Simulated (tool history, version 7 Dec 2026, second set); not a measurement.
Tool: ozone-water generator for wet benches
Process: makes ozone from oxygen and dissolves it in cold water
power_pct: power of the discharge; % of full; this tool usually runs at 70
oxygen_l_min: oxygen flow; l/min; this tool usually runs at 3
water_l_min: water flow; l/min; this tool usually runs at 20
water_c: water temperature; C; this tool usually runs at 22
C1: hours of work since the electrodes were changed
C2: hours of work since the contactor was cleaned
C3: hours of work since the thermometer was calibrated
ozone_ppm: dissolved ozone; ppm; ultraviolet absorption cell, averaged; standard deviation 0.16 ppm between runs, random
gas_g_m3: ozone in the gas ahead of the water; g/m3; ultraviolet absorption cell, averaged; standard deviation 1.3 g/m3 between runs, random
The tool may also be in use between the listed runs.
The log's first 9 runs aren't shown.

{"run": 10, "day": 54.604, "power_pct": 70, "oxygen_l_min": 3, "water_l_min": 20, "water_c": 23, "C1": 1946, "C2": 3889, "C3": 1654, "ozone_ppm": 18.6, "gas_g_m3": 237.6}
{"run": 11, "day": 58.533, "power_pct": 70, "oxygen_l_min": 3, "water_l_min": 20, "water_c": 23, "C1": 2015, "C2": 3958, "C3": 1724, "ozone_ppm": 18.7, "gas_g_m3": 236.5}
{"run": 12, "day": 66.721, "power_pct": 70, "oxygen_l_min": 3, "water_l_min": 20, "water_c": 23, "C1": 2159, "C2": 4102, "C3": 1868, "ozone_ppm": 18.1, "gas_g_m3": 235.2}
{"run": 13, "day": 71.967, "power_pct": 70, "oxygen_l_min": 3, "water_l_min": 20, "water_c": 23, "C1": 2251, "C2": 4195, "C3": 1960, "ozone_ppm": 18.6, "gas_g_m3": 235.7}
{"run": 14, "day": 80.238, "power_pct": 70, "oxygen_l_min": 3, "water_l_min": 20, "water_c": 22, "C1": 2397, "C2": 4340, "C3": 2106, "ozone_ppm": 18.3, "gas_g_m3": 235.9}
{"run": 15, "day": 88.479, "power_pct": 70, "oxygen_l_min": 3, "water_l_min": 20, "water_c": 22, "C1": 2542, "C2": 4485, "C3": 2251, "ozone_ppm": 18.3, "gas_g_m3": 234.4}
{"run": 16, "day": 94.55, "power_pct": 70, "oxygen_l_min": 3, "water_l_min": 20, "water_c": 22, "C1": 2649, "C2": 4592, "C3": 2358, "ozone_ppm": 18.5, "gas_g_m3": 233.4}
{"run": 17, "day": 100.438, "power_pct": 70, "oxygen_l_min": 3, "water_l_min": 20, "water_c": 22, "C1": 2752, "C2": 4696, "C3": 2461, "ozone_ppm": 18.2, "gas_g_m3": 234}
{"run": 18, "day": 108.229, "power_pct": 92, "oxygen_l_min": 3.81, "water_l_min": 20, "water_c": 22, "C1": 2889, "C2": 4833, "C3": 2598, "ozone_ppm": 22.6, "gas_g_m3": 247.7}
{"run": 19, "day": 112.458, "power_pct": 70, "oxygen_l_min": 3, "water_l_min": 20, "water_c": 23, "C1": 2964, "C2": 4907, "C3": 2673, "ozone_ppm": 17.8, "gas_g_m3": 234.1}
{"run": 20, "day": 118.35, "power_pct": 70, "oxygen_l_min": 3, "water_l_min": 19, "water_c": 23, "C1": 3068, "C2": 5011, "C3": 2776, "ozone_ppm": 18.7, "gas_g_m3": 234.5}
{"run": 21, "day": 122.446, "power_pct": 43, "oxygen_l_min": 3, "water_l_min": 20, "water_c": 22, "C1": 3140, "C2": 5083, "C3": 2849, "ozone_ppm": 12.5, "gas_g_m3": 161}
{"run": 22, "day": 129.212, "power_pct": 43, "oxygen_l_min": 3, "water_l_min": 20, "water_c": 22, "C1": 3259, "C2": 5202, "C3": 2968, "ozone_ppm": 12.5, "gas_g_m3": 159.2}
{"run": 23, "day": 135.825, "power_pct": 43, "oxygen_l_min": 3, "water_l_min": 20, "water_c": 22, "C1": 3375, "C2": 5319, "C3": 3084, "ozone_ppm": 12.5, "gas_g_m3": 158.8}
{"run": 24, "day": 142.612, "power_pct": 54, "oxygen_l_min": 2.42, "water_l_min": 20, "water_c": 29, "C1": 3495, "C2": 5438, "C3": 3203, "ozone_ppm": 13.8, "gas_g_m3": 215.6}
{"run": 25, "day": 150.579, "power_pct": 70, "oxygen_l_min": 3.21, "water_l_min": 20, "water_c": 19, "C1": 3635, "C2": 5578, "C3": 3344, "ozone_ppm": 18.5, "gas_g_m3": 220}
{"run": 26, "day": 157.738, "power_pct": 45, "oxygen_l_min": 4.99, "water_l_min": 20, "water_c": 22, "C1": 3761, "C2": 5704, "C3": 3470, "ozone_ppm": 12.7, "gas_g_m3": 121.6}
{"run": 27, "day": 165.062, "power_pct": 45, "oxygen_l_min": 4.99, "water_l_min": 20, "water_c": 22, "C1": 3890, "C2": 5833, "C3": 3599, "ozone_ppm": 12.9, "gas_g_m3": 121.3}
{"run": 28, "day": 172.512, "power_pct": 45, "oxygen_l_min": 4.99, "water_l_min": 20, "water_c": 22, "C1": 4021, "C2": 5964, "C3": 3730, "ozone_ppm": 12.6, "gas_g_m3": 121.4}
{"run": 29, "day": 180.0, "power_pct": 45, "oxygen_l_min": 4.99, "water_l_min": 20, "water_c": 22, "C1": 4153, "C2": 6096, "C3": 3862, "ozone_ppm": 12.6, "gas_g_m3": 120.6}
{"run": 30, "day": 183.625, "power_pct": 45, "oxygen_l_min": 4.99, "water_l_min": 13, "water_c": 17, "C1": 4216, "C2": 6160, "C3": 3925, "ozone_ppm": 18.6, "gas_g_m3": 121}
{"run": 31, "day": 187.908, "power_pct": 68, "oxygen_l_min": 2.44, "water_l_min": 20, "water_c": 22, "C1": 4292, "C2": 6235, "C3": 4001, "ozone_ppm": 16.7, "gas_g_m3": 251.6}
{"run": 32, "day": 195.9, "power_pct": 70, "oxygen_l_min": 5.08, "water_l_min": 29, "water_c": 14, "C1": 4433, "C2": 6376, "C3": 4141, "ozone_ppm": 13.6, "gas_g_m3": 164.1}
{"run": 33, "day": 200.638, "power_pct": 70, "oxygen_l_min": 5.08, "water_l_min": 29, "water_c": 14, "C1": 4516, "C2": 6459, "C3": 4225, "ozone_ppm": 13.7, "gas_g_m3": 166.3}

Alternative continuations, all from the tool just after run 33; predict every row:
{"run": "A", "day": 208.183, "power_pct": 89, "oxygen_l_min": 5.08, "water_l_min": 18, "water_c": 14, "C1": 4649, "C2": 6592, "C3": 4358, "ozone_ppm": "?", "gas_g_m3": "?"}
{"run": "B", "day": 208.183, "power_pct": 89, "oxygen_l_min": 3.46, "water_l_min": 29, "water_c": 14, "C1": 4649, "C2": 6592, "C3": 4358, "ozone_ppm": "?", "gas_g_m3": "?"}
{"run": "C", "day": 208.183, "power_pct": 52, "oxygen_l_min": 3, "water_l_min": 20, "water_c": 22, "C1": 4649, "C2": 6592, "C3": 4358, "ozone_ppm": "?", "gas_g_m3": "?"}
{"run": "D", "day": 208.183, "power_pct": 69, "oxygen_l_min": 3, "water_l_min": 28, "water_c": 24, "C1": 4649, "C2": 6592, "C3": 4358, "ozone_ppm": "?", "gas_g_m3": "?"}

run=A ozone_ppm=25 gas_g_m3=198.2
run=B ozone_ppm=15.2 gas_g_m3=248
run=C ozone_ppm=13.9 gas_g_m3=181.9
run=D ozone_ppm=12 gas_g_m3=224.3
Take away the tool's hidden state, keep each run's random variation, and the runs would have read:
run=A ozone_ppm=30.4 gas_g_m3=219.5
run=B ozone_ppm=19 gas_g_m3=274.6
run=C ozone_ppm=16.4 gas_g_m3=194.3
run=D ozone_ppm=14.8 gas_g_m3=244.3
